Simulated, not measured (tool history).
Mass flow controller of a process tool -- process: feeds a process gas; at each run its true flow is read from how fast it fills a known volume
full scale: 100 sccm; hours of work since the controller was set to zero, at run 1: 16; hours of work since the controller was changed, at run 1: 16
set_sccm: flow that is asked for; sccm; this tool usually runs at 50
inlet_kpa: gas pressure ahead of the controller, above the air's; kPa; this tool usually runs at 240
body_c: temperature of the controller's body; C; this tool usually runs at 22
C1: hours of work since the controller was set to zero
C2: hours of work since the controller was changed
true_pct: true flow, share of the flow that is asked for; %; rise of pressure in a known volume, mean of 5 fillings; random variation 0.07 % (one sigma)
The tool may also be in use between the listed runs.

run 1 hour=0 | set_sccm=50 inlet_kpa=240 body_c=22 | C1=16 C2=16 | true_pct=98.33
run 2 hour=49.8 | set_sccm=50 inlet_kpa=240 body_c=22 | C1=32 C2=32 | true_pct=98.52
run 3 hour=92.1 | set_sccm=50 inlet_kpa=250 body_c=22 | C1=45 C2=45 | true_pct=98.57
run 4 hour=166.2 | set_sccm=50 inlet_kpa=240 body_c=22 | C1=68 C2=68 | true_pct=98.65
run 5 hour=252.5 | set_sccm=50 inlet_kpa=240 body_c=22 | C1=95 C2=95 | true_pct=98.6
run 6 hour=315.9 | set_sccm=50 inlet_kpa=240 body_c=22 | C1=115 C2=115 | true_pct=98.64
run 7 hour=379.6 | set_sccm=50 inlet_kpa=240 body_c=22 | C1=134 C2=134 | true_pct=98.56
run 8 hour=450.3 | set_sccm=50 inlet_kpa=240 body_c=22 | C1=156 C2=156 | true_pct=98.58
run 9 hour=535.8 | set_sccm=50 inlet_kpa=240 body_c=22 | C1=183 C2=183 | true_pct=98.65
run 10 hour=609.9 | set_sccm=50 inlet_kpa=240 body_c=22 | C1=206 C2=206 | true_pct=98.62
run 11 hour=695.3 | set_sccm=50 inlet_kpa=256 body_c=22 | C1=233 C2=233 | true_pct=98.68
run 12 hour=765.6 | set_sccm=50 inlet_kpa=256 body_c=22 | C1=254 C2=254 | true_pct=98.81
run 13 hour=847.9 | set_sccm=12 inlet_kpa=240 body_c=22 | C1=280 C2=280 | true_pct=97.55
run 14 hour=941.1 | set_sccm=12 inlet_kpa=240 body_c=22 | C1=309 C2=309 | true_pct=97.58
run 15 hour=984.7 | set_sccm=12 inlet_kpa=240 body_c=22 | C1=323 C2=323 | true_pct=97.52
run 16 hour=1036.1 | set_sccm=12 inlet_kpa=240 body_c=22 | C1=339 C2=339 | true_pct=97.53
run 17 hour=1119.4 | set_sccm=50 inlet_kpa=240 body_c=24 | C1=364 C2=364 | true_pct=98.95
run 18 hour=1193.3 | set_sccm=50 inlet_kpa=240 body_c=24 | C1=387 C2=387 | true_pct=98.96
run 19 hour=1269.2 | set_sccm=50 inlet_kpa=240 body_c=32 | C1=411 C2=411 | true_pct=99.36
run 20 hour=1313.8 | set_sccm=50 inlet_kpa=240 body_c=32 | C1=425 C2=425 | true_pct=99.38
run 21 hour=1401.4 | set_sccm=50 inlet_kpa=240 body_c=22 | C1=452 C2=452 | true_pct=98.87
run 22 hour=1487.8 | set_sccm=50 inlet_kpa=240 body_c=22 | C1=479 C2=479 | true_pct=98.79
run 23 hour=1579.4 | set_sccm=50 inlet_kpa=240 body_c=22 | C1=508 C2=508 | true_pct=98.9
run 24 hour=1680.2 | set_sccm=50 inlet_kpa=240 body_c=22 | C1=539 C2=539 | true_pct=99.01
run 25 hour=1756.3 | set_sccm=18 inlet_kpa=251 body_c=30 | C1=563 C2=563 | true_pct=98.42
run 26 hour=1852.3 | set_sccm=18 inlet_kpa=251 body_c=30 | C1=592 C2=592 | true_pct=98.66
run 27 hour=1945.2 | set_sccm=18 inlet_kpa=251 body_c=30 | C1=621 C2=621 | true_pct=98.51
run 28 hour=1986.8 | set_sccm=52 inlet_kpa=240 body_c=22 | C1=634 C2=634 | true_pct=99.11
run 29 hour=2073.7 | set_sccm=50 inlet_kpa=265 body_c=22 | C1=661 C2=661 | true_pct=99.32
run 30 hour=2158.8 | set_sccm=15 inlet_kpa=161 body_c=21 | C1=688 C2=688 | true_pct=97.49
run 31 hour=2225.1 | set_sccm=80 inlet_kpa=195 body_c=31 | C1=708 C2=708 | true_pct=100.17
run 32 hour=2290.5 | set_sccm=80 inlet_kpa=195 body_c=21 | C1=729 C2=729 | true_pct=99.64
run 33 hour=2347.3 | set_sccm=80 inlet_kpa=195 body_c=21 | C1=746 C2=746 | true_pct=99.82
run 34 hour=2409.5 | set_sccm=80 inlet_kpa=195 body_c=21 | C1=766 C2=766 | true_pct=99.74
run 35 hour=2469.6 | set_sccm=80 inlet_kpa=195 body_c=21 | C1=784 C2=784 | true_pct=99.81
run 36 hour=2526.9 | set_sccm=11 inlet_kpa=280 body_c=22 | C1=802 C2=802 | true_pct=98.19
run 37 hour=2578.6 | set_sccm=50 inlet_kpa=203 body_c=24 | C1=818 C2=818 | true_pct=98.97
run 38 hour=2621.3 | set_sccm=24 inlet_kpa=173 body_c=26 | C1=832 C2=832 | true_pct=98.19
run 39 hour=2711 | set_sccm=36 inlet_kpa=183 body_c=38 | C1=859 C2=859 | true_pct=99.56
-- hour=2741.3 gauge calibrated
run 40 hour=2792.1 | set_sccm=36 inlet_kpa=183 body_c=38 | C1=885 C2=885 | true_pct=98.72
run 41 hour=2845.2 | set_sccm=13 inlet_kpa=229 body_c=30 | C1=901 C2=901 | true_pct=97.7
run 42 hour=2922.7 | set_sccm=50 inlet_kpa=142 body_c=22 | C1=925 C2=925 | true_pct=98.02
run 43 hour=2982 | set_sccm=11 inlet_kpa=175 body_c=28 | C1=944 C2=944 | true_pct=97.34
run 44 hour=3080.3 | set_sccm=11 inlet_kpa=175 body_c=28 | C1=974 C2=974 | true_pct=97.33

Consider 5 possible next runs. They are alternatives, not a sequence: every one starts from the tool as it was left by run 44. What does each give?
run A hour=3178.6 | set_sccm=11 inlet_kpa=225 body_c=25 | C1=1005 C2=1005 | true_pct=?
run B hour=3178.6 | set_sccm=90 inlet_kpa=224 body_c=30 | C1=1005 C2=1005 | true_pct=?
run C hour=3178.6 | set_sccm=35 inlet_kpa=212 body_c=29 | C1=1005 C2=1005 | true_pct=?
run D hour=3178.6 | set_sccm=19 inlet_kpa=260 body_c=28 | C1=1005 C2=1005 | true_pct=?
run E hour=3178.6 | set_sccm=74 inlet_kpa=221 body_c=32 | C1=1005 C2=1005 | true_pct=?

run=A true_pct=97.53
run=B true_pct=100.25
run=C true_pct=98.38
run=D true_pct=97.99
run=E true_pct=99.8
With no hidden state in the tool, these same runs would have given:
run=A true_pct=97.4
run=B true_pct=100.12
run=C true_pct=98.26
run=D true_pct=97.87
run=E true_pct=99.68
